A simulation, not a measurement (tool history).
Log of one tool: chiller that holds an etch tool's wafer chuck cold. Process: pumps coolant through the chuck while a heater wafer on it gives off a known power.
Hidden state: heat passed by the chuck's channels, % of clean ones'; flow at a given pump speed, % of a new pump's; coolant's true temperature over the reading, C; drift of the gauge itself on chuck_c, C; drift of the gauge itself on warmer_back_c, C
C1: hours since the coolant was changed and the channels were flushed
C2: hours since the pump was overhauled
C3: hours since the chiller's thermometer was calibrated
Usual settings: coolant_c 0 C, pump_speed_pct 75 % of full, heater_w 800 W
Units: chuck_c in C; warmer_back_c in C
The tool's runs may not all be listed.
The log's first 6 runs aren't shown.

run 7 hour=943.5 | coolant_c=0 pump_speed_pct=91 heater_w=800 | C1=689 C2=3111 C3=2309 | chuck_c=6.6 warmer_back_c=1.98
run 8 hour=1096.5 | coolant_c=0 pump_speed_pct=75 heater_w=800 | C1=842 C2=3264 C3=2462 | chuck_c=7.7 warmer_back_c=2.39
run 9 hour=1277.9 | coolant_c=0 pump_speed_pct=75 heater_w=800 | C1=1024 C2=3445 C3=2644 | chuck_c=7.9 warmer_back_c=2.41
run 10 hour=1479.1 | coolant_c=5 pump_speed_pct=75 heater_w=800 | C1=1225 C2=3646 C3=2845 | chuck_c=12.8 warmer_back_c=2.43
run 11 hour=1577.0 | coolant_c=5 pump_speed_pct=75 heater_w=800 | C1=1323 C2=3744 C3=2943 | chuck_c=12.9 warmer_back_c=2.45
run 12 hour=1746.2 | coolant_c=0 pump_speed_pct=75 heater_w=800 | C1=1492 C2=3913 C3=3112 | chuck_c=7.9 warmer_back_c=2.39
-- hour=1761.0 chiller's thermometer calibrated
run 13 hour=1851.2 | coolant_c=0 pump_speed_pct=75 heater_w=800 | C1=1596 C2=4018 C3=90 | chuck_c=7.7 warmer_back_c=2.40
run 14 hour=2073.1 | coolant_c=0 pump_speed_pct=75 heater_w=800 | C1=1818 C2=4239 C3=312 | chuck_c=7.9 warmer_back_c=2.47
run 15 hour=2246.7 | coolant_c=0 pump_speed_pct=75 heater_w=800 | C1=1991 C2=4413 C3=486 | chuck_c=7.8 warmer_back_c=2.46
run 16 hour=2401.9 | coolant_c=0 pump_speed_pct=75 heater_w=1011 | C1=2147 C2=4568 C3=641 | chuck_c=10.0 warmer_back_c=3.14
run 17 hour=2623.6 | coolant_c=0 pump_speed_pct=75 heater_w=800 | C1=2368 C2=4790 C3=863 | chuck_c=7.9 warmer_back_c=2.50
run 18 hour=2797.9 | coolant_c=3 pump_speed_pct=63 heater_w=1088 | C1=2543 C2=4964 C3=1037 | chuck_c=15.2 warmer_back_c=4.10
run 19 hour=3006.9 | coolant_c=0 pump_speed_pct=67 heater_w=1176 | C1=2751 C2=5173 C3=1246 | chuck_c=12.9 warmer_back_c=4.18
run 20 hour=3125.8 | coolant_c=0 pump_speed_pct=67 heater_w=1176 | C1=2870 C2=5292 C3=1365 | chuck_c=12.8 warmer_back_c=4.16
run 21 hour=3275.8 | coolant_c=0 pump_speed_pct=75 heater_w=800 | C1=3020 C2=5442 C3=1515 | chuck_c=8.2 warmer_back_c=2.41
run 22 hour=3430.0 | coolant_c=0 pump_speed_pct=98 heater_w=470 | C1=3175 C2=5596 C3=1669 | chuck_c=3.9 warmer_back_c=1.09
run 23 hour=3536.6 | coolant_c=1 pump_speed_pct=85 heater_w=459 | C1=3281 C2=5703 C3=1776 | chuck_c=5.3 warmer_back_c=1.27
run 24 hour=3713.2 | coolant_c=4 pump_speed_pct=86 heater_w=575 | C1=3458 C2=5879 C3=1952 | chuck_c=9.5 warmer_back_c=1.56
run 25 hour=3903.4 | coolant_c=4 pump_speed_pct=86 heater_w=575 | C1=3648 C2=6070 C3=2142 | chuck_c=9.4 warmer_back_c=1.54
run 26 hour=4012.5 | coolant_c=3 pump_speed_pct=81 heater_w=800 | C1=3757 C2=6179 C3=2251 | chuck_c=11.1 warmer_back_c=2.36
run 27 hour=4107.7 | coolant_c=10 pump_speed_pct=79 heater_w=762 | C1=3852 C2=6274 C3=2347 | chuck_c=17.8 warmer_back_c=2.29
run 28 hour=4283.9 | coolant_c=-9 pump_speed_pct=98 heater_w=800 | C1=4029 C2=6450 C3=2523 | chuck_c=-1.9 warmer_back_c=1.89
run 29 hour=4438.0 | coolant_c=0 pump_speed_pct=75 heater_w=556 | C1=4183 C2=6604 C3=2677 | chuck_c=5.9 warmer_back_c=1.78
run 30 hour=4572.7 | coolant_c=0 pump_speed_pct=75 heater_w=556 | C1=4317 C2=6739 C3=2812 | chuck_c=5.9 warmer_back_c=1.76
run 31 hour=4702.9 | coolant_c=-5 pump_speed_pct=80 heater_w=800 | C1=4447 C2=6869 C3=2942 | chuck_c=3.2 warmer_back_c=2.38

3 ways to go on from here, each from the tool as it stands after run 31. What would each give?
run A hour=4796.0 | coolant_c=3 pump_speed_pct=94 heater_w=797 | C1=4541 C2=6962 C3=3035 | chuck_c=? warmer_back_c=?
run B hour=4796.0 | coolant_c=-5 pump_speed_pct=80 heater_w=710 | C1=4541 C2=6962 C3=3035 | chuck_c=? warmer_back_c=?
run C hour=4796.0 | coolant_c=-2 pump_speed_pct=80 heater_w=800 | C1=4541 C2=6962 C3=3035 | chuck_c=? warmer_back_c=?

run=A chuck_c=10.6 warmer_back_c=1.96
run=B chuck_c=2.5 warmer_back_c=2.14
run=C chuck_c=6.4 warmer_back_c=2.37
Without the tool's hidden state the same runs would have given:
run=A chuck_c=9.4 warmer_back_c=1.76
run=B chuck_c=1.3 warmer_back_c=1.92
run=C chuck_c=5.1 warmer_back_c=2.13
